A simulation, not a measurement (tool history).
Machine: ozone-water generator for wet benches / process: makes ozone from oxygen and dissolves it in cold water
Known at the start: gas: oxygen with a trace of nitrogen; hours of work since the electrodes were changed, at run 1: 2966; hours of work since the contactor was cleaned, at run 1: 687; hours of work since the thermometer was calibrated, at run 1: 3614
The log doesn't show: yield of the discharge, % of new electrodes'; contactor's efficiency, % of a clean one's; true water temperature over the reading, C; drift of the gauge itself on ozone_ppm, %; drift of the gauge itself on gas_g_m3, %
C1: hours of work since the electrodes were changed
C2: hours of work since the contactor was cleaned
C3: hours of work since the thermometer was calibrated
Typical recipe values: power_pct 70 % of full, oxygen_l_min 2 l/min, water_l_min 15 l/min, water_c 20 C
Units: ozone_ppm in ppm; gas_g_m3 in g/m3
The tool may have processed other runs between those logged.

run 1 hour=0 | power_pct=70 oxygen_l_min=2 water_l_min=15 water_c=20 | C1=2966 C2=687 C3=3614 | ozone_ppm=8.6 gas_g_m3=154.9
run 2 hour=79.5 | power_pct=70 oxygen_l_min=2 water_l_min=15 water_c=20 | C1=3033 C2=754 C3=3681 | ozone_ppm=8.3 gas_g_m3=155.5
run 3 hour=155.1 | power_pct=70 oxygen_l_min=1.28 water_l_min=15 water_c=20 | C1=3097 C2=818 C3=3745 | ozone_ppm=7.5 gas_g_m3=189.5
run 4 hour=229.8 | power_pct=70 oxygen_l_min=1.28 water_l_min=15 water_c=20 | C1=3160 C2=881 C3=3808 | ozone_ppm=7.6 gas_g_m3=192
run 5 hour=320.3 | power_pct=70 oxygen_l_min=1.28 water_l_min=15 water_c=20 | C1=3237 C2=958 C3=3885 | ozone_ppm=7.3 gas_g_m3=189.3
run 6 hour=379.6 | power_pct=70 oxygen_l_min=1.28 water_l_min=15 water_c=20 | C1=3287 C2=1008 C3=3935 | ozone_ppm=7.5 gas_g_m3=191.1
run 7 hour=465.9 | power_pct=70 oxygen_l_min=2 water_l_min=15 water_c=12 | C1=3360 C2=1081 C3=4008 | ozone_ppm=9 gas_g_m3=151.6
run 8 hour=515.2 | power_pct=70 oxygen_l_min=2 water_l_min=15 water_c=12 | C1=3401 C2=1122 C3=4049 | ozone_ppm=8.7 gas_g_m3=151.4
run 9 hour=585.5 | power_pct=94 oxygen_l_min=2 water_l_min=15 water_c=12 | C1=3461 C2=1182 C3=4109 | ozone_ppm=10.4 gas_g_m3=176.3
run 10 hour=643 | power_pct=94 oxygen_l_min=2 water_l_min=15 water_c=12 | C1=3509 C2=1230 C3=4157 | ozone_ppm=10.2 gas_g_m3=174.6
run 11 hour=729.9 | power_pct=94 oxygen_l_min=2 water_l_min=15 water_c=12 | C1=3583 C2=1304 C3=4231 | ozone_ppm=10.3 gas_g_m3=174.4
run 12 hour=790.7 | power_pct=94 oxygen_l_min=2 water_l_min=15 water_c=12 | C1=3634 C2=1355 C3=4282 | ozone_ppm=10 gas_g_m3=173.5
run 13 hour=843.1 | power_pct=94 oxygen_l_min=2 water_l_min=15 water_c=12 | C1=3678 C2=1399 C3=4326 | ozone_ppm=9.9 gas_g_m3=172.9
-- hour=849.2 water thermometer calibrated
run 14 hour=896.5 | power_pct=94 oxygen_l_min=2 water_l_min=15 water_c=12 | C1=3723 C2=1444 C3=40 | ozone_ppm=9.8 gas_g_m3=172.2
run 15 hour=969.6 | power_pct=94 oxygen_l_min=2 water_l_min=15 water_c=12 | C1=3785 C2=1506 C3=102 | ozone_ppm=10 gas_g_m3=170.8
-- hour=1002.6 water thermometer calibrated, once more
run 16 hour=1025.2 | power_pct=94 oxygen_l_min=2 water_l_min=15 water_c=12 | C1=3831 C2=1552 C3=19 | ozone_ppm=10 gas_g_m3=174.6
run 17 hour=1097 | power_pct=58 oxygen_l_min=1.93 water_l_min=14 water_c=23 | C1=3892 C2=1613 C3=80 | ozone_ppm=7.4 gas_g_m3=135.3
run 18 hour=1151.9 | power_pct=58 oxygen_l_min=1.4 water_l_min=14 water_c=23 | C1=3938 C2=1659 C3=126 | ozone_ppm=6.9 gas_g_m3=156.4
run 19 hour=1240.1 | power_pct=76 oxygen_l_min=2.55 water_l_min=10 water_c=18 | C1=4013 C2=1734 C3=201 | ozone_ppm=13 gas_g_m3=134.5
run 20 hour=1289.8 | power_pct=70 oxygen_l_min=2 water_l_min=10 water_c=20 | C1=4055 C2=1776 C3=243 | ozone_ppm=11.7 gas_g_m3=144.7
run 21 hour=1358.7 | power_pct=80 oxygen_l_min=1.23 water_l_min=16 water_c=13 | C1=4113 C2=1834 C3=301 | ozone_ppm=7 gas_g_m3=193.1
run 22 hour=1449.7 | power_pct=70 oxygen_l_min=2.12 water_l_min=15 water_c=20 | C1=4190 C2=1911 C3=378 | ozone_ppm=7.8 gas_g_m3=138.9
run 23 hour=1501.3 | power_pct=70 oxygen_l_min=2.12 water_l_min=15 water_c=20 | C1=4233 C2=1954 C3=421 | ozone_ppm=7.8 gas_g_m3=139.1
run 24 hour=1580.5 | power_pct=61 oxygen_l_min=1.85 water_l_min=20 water_c=19 | C1=4300 C2=2021 C3=488 | ozone_ppm=5.1 gas_g_m3=138
run 25 hour=1623.6 | power_pct=61 oxygen_l_min=1.85 water_l_min=20 water_c=19 | C1=4337 C2=2058 C3=525 | ozone_ppm=5.3 gas_g_m3=137.4
run 26 hour=1663.6 | power_pct=62 oxygen_l_min=1.01 water_l_min=12 water_c=13 | C1=4370 C2=2091 C3=558 | ozone_ppm=8 gas_g_m3=185.2
run 27 hour=1760.7 | power_pct=84 oxygen_l_min=2.04 water_l_min=13 water_c=13 | C1=4452 C2=2174 C3=640 | ozone_ppm=10.4 gas_g_m3=152
run 28 hour=1808.8 | power_pct=84 oxygen_l_min=2.04 water_l_min=15 water_c=16 | C1=4493 C2=2214 C3=681 | ozone_ppm=8.7 gas_g_m3=151.4
run 29 hour=1905.6 | power_pct=56 oxygen_l_min=2.04 water_l_min=15 water_c=21 | C1=4575 C2=2296 C3=763 | ozone_ppm=6.7 gas_g_m3=124.3
run 30 hour=1951.2 | power_pct=56 oxygen_l_min=1.84 water_l_min=15 water_c=16 | C1=4613 C2=2334 C3=801 | ozone_ppm=7 gas_g_m3=127.9
run 31 hour=2004.3 | power_pct=56 oxygen_l_min=1.84 water_l_min=9 water_c=16 | C1=4658 C2=2379 C3=846 | ozone_ppm=11.6 gas_g_m3=129.6

Pick out some run-to-run changes in ozone_ppm. Of each, how much would a tool without hidden state show as well, from the settings, what came in and chance, and how much is left for the hidden state and any gauge scatter not in both results compared?
Run 18 -> 19: power_pct 58 -> 76, oxygen_l_min 1.4 -> 2.55, water_l_min 14 -> 10, water_c 23 -> 18. ozone_ppm +6.1 ppm: hidden state -2.4, all else +8.5.
Run 20 -> 21: power_pct 70 -> 80, oxygen_l_min 2 -> 1.23, water_l_min 10 -> 16, water_c 20 -> 13. ozone_ppm -4.7 ppm: hidden state +1.3, all else -6.
Run 26 -> 27: power_pct 62 -> 84, oxygen_l_min 1.01 -> 2.04, water_l_min 12 -> 13. ozone_ppm +2.4 ppm: hidden state -1.5, all else +3.9.
Run 30 -> 31: water_l_min 15 -> 9. ozone_ppm +4.6 ppm: hidden state -1.5, all else +6.1.

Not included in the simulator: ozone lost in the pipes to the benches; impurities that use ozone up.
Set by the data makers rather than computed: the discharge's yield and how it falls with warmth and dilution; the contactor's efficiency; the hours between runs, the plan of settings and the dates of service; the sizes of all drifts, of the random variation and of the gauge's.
